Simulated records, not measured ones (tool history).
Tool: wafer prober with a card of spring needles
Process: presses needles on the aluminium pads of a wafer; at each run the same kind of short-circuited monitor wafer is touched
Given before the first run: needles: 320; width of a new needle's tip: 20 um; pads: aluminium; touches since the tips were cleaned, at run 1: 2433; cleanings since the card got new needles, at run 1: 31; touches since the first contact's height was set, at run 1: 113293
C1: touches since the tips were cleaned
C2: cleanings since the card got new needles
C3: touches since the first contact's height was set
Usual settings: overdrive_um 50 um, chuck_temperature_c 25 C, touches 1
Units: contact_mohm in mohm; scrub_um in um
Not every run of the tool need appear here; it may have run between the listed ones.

Run 1, day 0: usual settings; C1 2433; C2 31; C3 113293. Result: contact_mohm 210 mohm, scrub_um 7.24 um.
At day 0.371: tips cleaned on abrasive film.
At day 0.75: height of the first contact set anew.
At day 0.875: tips cleaned on abrasive film.
At day 1.367: tips cleaned on abrasive film.
At day 1.858: tips cleaned on abrasive film.
At day 2.475: tips cleaned on abrasive film.
At day 2.967: tips cleaned on abrasive film.
Run 2, day 3.058: usual settings; C1 1271; C2 37; C3 31507. Result: contact_mohm 181 mohm, scrub_um 7.39 um.
At day 3.55: tips cleaned on abrasive film.
At day 4.046: tips cleaned on abrasive film.
At day 4.538: tips cleaned on abrasive film.
At day 5.029: tips cleaned on abrasive film.
Run 3, day 5.121: usual settings; C1 1249; C2 41; C3 59633. Result: contact_mohm 192 mohm, scrub_um 7.32 um.
At day 5.612: tips cleaned on abrasive film.
At day 6.104: tips cleaned on abrasive film.
At day 6.596: tips cleaned on abrasive film.
At day 7.212: tips cleaned on abrasive film.
At day 7.825: tips cleaned on abrasive film.
Run 4, day 8.238: usual settings; C1 5664; C2 46; C3 102251. Result: contact_mohm 239 mohm, scrub_um 7.26 um.
At day 8.362: tips cleaned on abrasive film.
At day 8.979: tips cleaned on abrasive film.
At day 9.592: tips cleaned on abrasive film.
At day 9.85: height of the first contact set anew.
Run 5, day 9.958: usual settings; C1 4868; C2 49; C3 1509. Result: contact_mohm 233 mohm, scrub_um 7.45 um.
At day 10.208: tips cleaned on abrasive film.
At day 10.7: tips cleaned on abrasive film.
At day 11.192: tips cleaned on abrasive film.
At day 11.808: tips cleaned on abrasive film.
Run 6, day 11.933: usual settings; C1 1745; C2 53; C3 28450. Result: contact_mohm 196 mohm, scrub_um 7.34 um.
At day 12.304: tips cleaned on abrasive film.
At day 12.921: tips cleaned on abrasive film.
At day 13.45: tips cleaned on abrasive film.
Run 7, day 13.45: usual settings; C1 0; C2 56; C3 49172. Result: contact_mohm 137 mohm, scrub_um 7.33 um.
At day 13.946: tips cleaned on abrasive film.
At day 14.558: tips cleaned on abrasive film.
At day 15.175: tips cleaned on abrasive film.
Run 8, day 15.388: usual settings but chuck_temperature_c 55 C; C1 2954; C2 59; C3 75641. Result: contact_mohm 234 mohm, scrub_um 7.31 um.
At day 15.758: tips cleaned on abrasive film.
At day 16.371: tips cleaned on abrasive film.
At day 16.867: tips cleaned on abrasive film.
At day 17.479: tips cleaned on abrasive film.
At day 18.096: tips cleaned on abrasive film.
At day 18.588: tips cleaned on abrasive film.
At day 18.967: height of the first contact set anew.
Run 9, day 19.029: usual settings but chuck_temperature_c 55 C; C1 5917; C2 65; C3 878. Result: contact_mohm 238 mohm, scrub_um 7.44 um.
At day 19.154: tips cleaned on abrasive film.
At day 19.646: tips cleaned on abrasive film.
At day 20.142: tips cleaned on abrasive film.
At day 20.754: tips cleaned on abrasive film.
At day 21.371: tips cleaned on abrasive film.
Run 10, day 21.567: usual settings but overdrive_um 33 um, chuck_temperature_c 79 C; C1 2717; C2 70; C3 35510. Result: contact_mohm 348 mohm, scrub_um 4.88 um.
At day 21.938: tips cleaned on abrasive film.
At day 22.55: tips cleaned on abrasive film.
At day 23.042: tips cleaned on abrasive film.
At day 23.658: tips cleaned on abrasive film.
At day 24.271: tips cleaned on abrasive film.
At day 24.767: tips cleaned on abrasive film.
Run 11, day 24.912: usual settings but overdrive_um 60 um, chuck_temperature_c 51 C, touches 2; C1 2032; C2 76; C3 81214. Result: contact_mohm 167 mohm, scrub_um 8.75 um.
At day 25.283: tips cleaned on abrasive film.
At day 25.775: tips cleaned on abrasive film.
At day 26.392: tips cleaned on abrasive film.
At day 26.883: tips cleaned on abrasive film.
At day 27.375: tips cleaned on abrasive film.
At day 27.988: tips cleaned on abrasive film.
At day 28: height of the first contact set anew.
Run 12, day 28.071: usual settings but overdrive_um 60 um, chuck_temperature_c 51 C, touches 2; C1 925; C2 82; C3 925. Result: contact_mohm 152 mohm, scrub_um 8.87 um.

Consider 4 possible next runs. They are alternatives, not a sequence: every one starts from the tool as it was left by run 12. What does each give?
At day 28.562: tips cleaned on abrasive film.
At day 29.054: tips cleaned on abrasive film.
At day 29.546: tips cleaned on abrasive film.
At day 30.158: tips cleaned on abrasive film.
Run A, day 30.467: usual settings but overdrive_um 44 um, chuck_temperature_c 51 C, touches 2; C1 4220; C2 86; C3 33699. Result: contact_mohm ?, scrub_um ?.
At day 28.562: tips cleaned on abrasive film.
At day 29.054: tips cleaned on abrasive film.
At day 29.546: tips cleaned on abrasive film.
At day 30.158: tips cleaned on abrasive film.
Run B, day 30.467: usual settings but overdrive_um 51 um, chuck_temperature_c 42 C, touches 2; C1 4220; C2 86; C3 33699. Result: contact_mohm ?, scrub_um ?.
At day 28.562: tips cleaned on abrasive film.
At day 29.054: tips cleaned on abrasive film.
At day 29.546: tips cleaned on abrasive film.
At day 30.158: tips cleaned on abrasive film.
Run C, day 30.467: usual settings but chuck_temperature_c 30 C; C1 4220; C2 86; C3 33699. Result: contact_mohm ?, scrub_um ?.
At day 28.562: tips cleaned on abrasive film.
At day 29.054: tips cleaned on abrasive film.
At day 29.546: tips cleaned on abrasive film.
At day 30.158: tips cleaned on abrasive film.
Run D, day 30.467: usual settings but overdrive_um 59 um, touches 2; C1 4220; C2 86; C3 33699. Result: contact_mohm ?, scrub_um ?.

run  contact_mohm  scrub_um
  A           219      6.47
  B           195      7.49
  C           241      7.44
  D           174      8.69
Take away the tool's hidden state, keep each run's random variation, and the runs would have read:
run  contact_mohm  scrub_um
  A           132      6.52
  B           127      7.54
  C           125      7.48
  D           121      8.74

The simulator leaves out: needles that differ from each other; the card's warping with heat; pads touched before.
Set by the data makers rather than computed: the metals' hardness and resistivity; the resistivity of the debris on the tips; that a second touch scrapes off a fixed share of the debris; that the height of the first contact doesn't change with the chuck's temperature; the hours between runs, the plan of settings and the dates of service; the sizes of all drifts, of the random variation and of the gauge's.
